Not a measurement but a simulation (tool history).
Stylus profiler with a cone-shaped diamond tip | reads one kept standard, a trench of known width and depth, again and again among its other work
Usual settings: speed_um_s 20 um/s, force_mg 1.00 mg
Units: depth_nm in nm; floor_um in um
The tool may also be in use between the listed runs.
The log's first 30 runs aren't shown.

run,hour,speed_um_s,force_mg,scans with this tip,hours of work since the height scale was calibrated,depth_nm,floor_um
31,426.2,7,1.65,3583,94,101.307,27.45
32,439.0,47,1.27,3635,103,101.106,27.16
33,454.6,47,1.09,3698,113,100.999,27.14
34,466.3,47,1.09,3746,121,100.994,27.09
35,474.7,47,1.09,3780,126,100.999,27.12
36,490.8,23,1.25,3845,137,101.101,27.32
37,508.8,23,1.25,3918,149,101.093,27.36
38,523.0,23,1.25,3976,158,101.094,27.32
39,540.1,23,1.25,4046,169,101.095,27.32
40,552.9,23,1.25,4097,178,101.091,27.27
41,569.7,29,1.00,4165,189,100.959,27.19
42,578.1,19,0.47,4199,194,100.556,27.27
43,587.4,54,2.17,4237,200,101.601,27.09
44,599.8,15,1.34,4287,209,101.153,27.34
45,613.4,15,1.34,4343,218,101.155,27.32

Forecast each of these 5 alternatives for the next run:
A,629.2,32,0.38,4407,228,?,?
B,629.2,20,0.95,4407,228,?,?
C,629.2,7,1.00,4407,228,?,?
D,629.2,7,1.19,4407,228,?,?
E,629.2,69,1.00,4407,228,?,?

run,depth_nm,floor_um
A,100.497,26.99
B,100.925,27.19
C,100.943,27.36
D,101.074,27.39
E,100.950,26.87
Without the tool's hidden state the same runs would have given:
run,depth_nm,floor_um
A,100.493,27.55
B,100.920,27.75
C,100.939,27.92
D,101.069,27.95
E,100.945,27.42
